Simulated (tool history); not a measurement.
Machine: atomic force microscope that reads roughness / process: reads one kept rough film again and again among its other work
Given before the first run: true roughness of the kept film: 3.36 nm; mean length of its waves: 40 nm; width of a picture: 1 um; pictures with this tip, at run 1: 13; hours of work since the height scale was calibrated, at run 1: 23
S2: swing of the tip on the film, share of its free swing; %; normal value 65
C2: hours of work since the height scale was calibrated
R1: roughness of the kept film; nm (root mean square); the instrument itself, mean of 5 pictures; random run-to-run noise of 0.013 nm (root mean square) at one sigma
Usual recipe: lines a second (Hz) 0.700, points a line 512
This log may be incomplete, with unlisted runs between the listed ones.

run 1 hour=0.0 | lines_a_second_(Hz)=0.700 S2=65 points_a_line=512 | pictures_with_this_tip=13 C2=23 | R1=2.964
run 2 hour=10.5 | lines_a_second_(Hz)=0.700 S2=65 points_a_line=512 | pictures_with_this_tip=22 C2=29 | R1=2.972
run 3 hour=17.0 | lines_a_second_(Hz)=0.700 S2=65 points_a_line=512 | pictures_with_this_tip=28 C2=32 | R1=2.936
run 4 hour=25.9 | lines_a_second_(Hz)=0.700 S2=65 points_a_line=512 | pictures_with_this_tip=36 C2=37 | R1=2.911
run 5 hour=32.7 | lines_a_second_(Hz)=0.700 S2=65 points_a_line=512 | pictures_with_this_tip=42 C2=41 | R1=2.914
run 6 hour=39.0 | lines_a_second_(Hz)=0.700 S2=65 points_a_line=512 | pictures_with_this_tip=47 C2=44 | R1=2.918
run 7 hour=49.0 | lines_a_second_(Hz)=0.609 S2=65 points_a_line=512 | pictures_with_this_tip=56 C2=49 | R1=2.893
run 8 hour=60.3 | lines_a_second_(Hz)=0.609 S2=65 points_a_line=512 | pictures_with_this_tip=66 C2=55 | R1=2.900
run 9 hour=69.5 | lines_a_second_(Hz)=0.700 S2=65 points_a_line=512 | pictures_with_this_tip=74 C2=60 | R1=2.869
run 10 hour=78.3 | lines_a_second_(Hz)=0.700 S2=65 points_a_line=512 | pictures_with_this_tip=82 C2=65 | R1=2.853
run 11 hour=88.8 | lines_a_second_(Hz)=0.700 S2=65 points_a_line=512 | pictures_with_this_tip=91 C2=71 | R1=2.837
run 12 hour=99.6 | lines_a_second_(Hz)=3.487 S2=65 points_a_line=512 | pictures_with_this_tip=101 C2=76 | R1=2.509
run 13 hour=107.1 | lines_a_second_(Hz)=2.482 S2=71 points_a_line=276 | pictures_with_this_tip=108 C2=80 | R1=2.498
run 14 hour=112.2 | lines_a_second_(Hz)=2.482 S2=71 points_a_line=276 | pictures_with_this_tip=112 C2=83 | R1=2.468
-- hour=114.2 height scale calibrated on a step standard
run 15 hour=121.3 | lines_a_second_(Hz)=2.482 S2=71 points_a_line=276 | pictures_with_this_tip=119 C2=4 | R1=2.465
run 16 hour=127.3 | lines_a_second_(Hz)=0.641 S2=71 points_a_line=860 | pictures_with_this_tip=125 C2=7 | R1=2.774
run 17 hour=134.1 | lines_a_second_(Hz)=0.625 S2=65 points_a_line=271 | pictures_with_this_tip=131 C2=11 | R1=2.772
run 18 hour=140.9 | lines_a_second_(Hz)=0.625 S2=65 points_a_line=271 | pictures_with_this_tip=137 C2=14 | R1=2.753
run 19 hour=152.7 | lines_a_second_(Hz)=1.277 S2=85 points_a_line=512 | pictures_with_this_tip=147 C2=21 | R1=2.429
run 20 hour=161.5 | lines_a_second_(Hz)=0.719 S2=65 points_a_line=503 | pictures_with_this_tip=155 C2=25 | R1=2.738
-- hour=170.9 height scale calibrated on a step standard, once more
run 21 hour=173.2 | lines_a_second_(Hz)=0.719 S2=65 points_a_line=298 | pictures_with_this_tip=165 C2=1 | R1=2.703
run 22 hour=182.2 | lines_a_second_(Hz)=3.290 S2=70 points_a_line=299 | pictures_with_this_tip=173 C2=6 | R1=2.326
run 23 hour=193.6 | lines_a_second_(Hz)=3.290 S2=70 points_a_line=299 | pictures_with_this_tip=183 C2=12 | R1=2.280

Each row is a separate what-if for the run after 23, all from the same tool condition, not one after another. Results?
run A hour=201.7 | lines_a_second_(Hz)=2.526 S2=64 points_a_line=299 | pictures_with_this_tip=190 C2=16 | R1=?
run B hour=201.7 | lines_a_second_(Hz)=1.469 S2=78 points_a_line=602 | pictures_with_this_tip=190 C2=16 | R1=?
run C hour=201.7 | lines_a_second_(Hz)=2.615 S2=70 points_a_line=737 | pictures_with_this_tip=190 C2=16 | R1=?
run D hour=201.7 | lines_a_second_(Hz)=3.096 S2=82 points_a_line=509 | pictures_with_this_tip=190 C2=16 | R1=?
run E hour=201.7 | lines_a_second_(Hz)=3.290 S2=67 points_a_line=299 | pictures_with_this_tip=190 C2=16 | R1=?

run=A R1=2.463
run=B R1=2.438
run=C R1=2.371
run=D R1=2.038
run=E R1=2.352
Had the tool no hidden state, the same runs would have come out as:
run=A R1=2.761
run=B R1=2.732
run=C R1=2.655
run=D R1=2.283
run=E R1=2.635
